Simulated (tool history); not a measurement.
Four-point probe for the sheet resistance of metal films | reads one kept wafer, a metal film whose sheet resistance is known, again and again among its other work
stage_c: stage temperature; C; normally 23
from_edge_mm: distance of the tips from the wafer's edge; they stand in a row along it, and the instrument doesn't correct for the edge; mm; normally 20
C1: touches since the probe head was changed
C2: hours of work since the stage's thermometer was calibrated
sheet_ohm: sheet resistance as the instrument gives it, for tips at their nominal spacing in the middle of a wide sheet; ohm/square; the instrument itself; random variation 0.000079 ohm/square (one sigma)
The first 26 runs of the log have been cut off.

run 27 hour=316.2 | stage_c=34 from_edge_mm=8 | C1=14790 C2=817 | sheet_ohm=0.394356
run 28 hour=334.0 | stage_c=27 from_edge_mm=68 | C1=15094 C2=826 | sheet_ohm=0.395670
run 29 hour=350.9 | stage_c=27 from_edge_mm=68 | C1=15385 C2=835 | sheet_ohm=0.395605
run 30 hour=365.7 | stage_c=21 from_edge_mm=33 | C1=15640 C2=842 | sheet_ohm=0.397364
run 31 hour=376.5 | stage_c=26 from_edge_mm=27 | C1=15824 C2=848 | sheet_ohm=0.396006
run 32 hour=387.9 | stage_c=19 from_edge_mm=8 | C1=16020 C2=854 | sheet_ohm=0.398674
run 33 hour=396.3 | stage_c=23 from_edge_mm=5 | C1=16163 C2=858 | sheet_ohm=0.398820
run 34 hour=412.3 | stage_c=22 from_edge_mm=11 | C1=16438 C2=866 | sheet_ohm=0.397279
run 35 hour=420.9 | stage_c=22 from_edge_mm=11 | C1=16586 C2=870 | sheet_ohm=0.397630
run 36 hour=431.8 | stage_c=23 from_edge_mm=3 | C1=16773 C2=876 | sheet_ohm=0.402653

Run 37 comes next. What will it give?
run 37 hour=439.4 | stage_c=22 from_edge_mm=45 | C1=16903 C2=880 | sheet_ohm=?

{"run 37": {"sheet_ohm": 0.397018}}
Had the tool carried no hidden state, the very same run would have given sheet_ohm 0.397005 ohm/square.

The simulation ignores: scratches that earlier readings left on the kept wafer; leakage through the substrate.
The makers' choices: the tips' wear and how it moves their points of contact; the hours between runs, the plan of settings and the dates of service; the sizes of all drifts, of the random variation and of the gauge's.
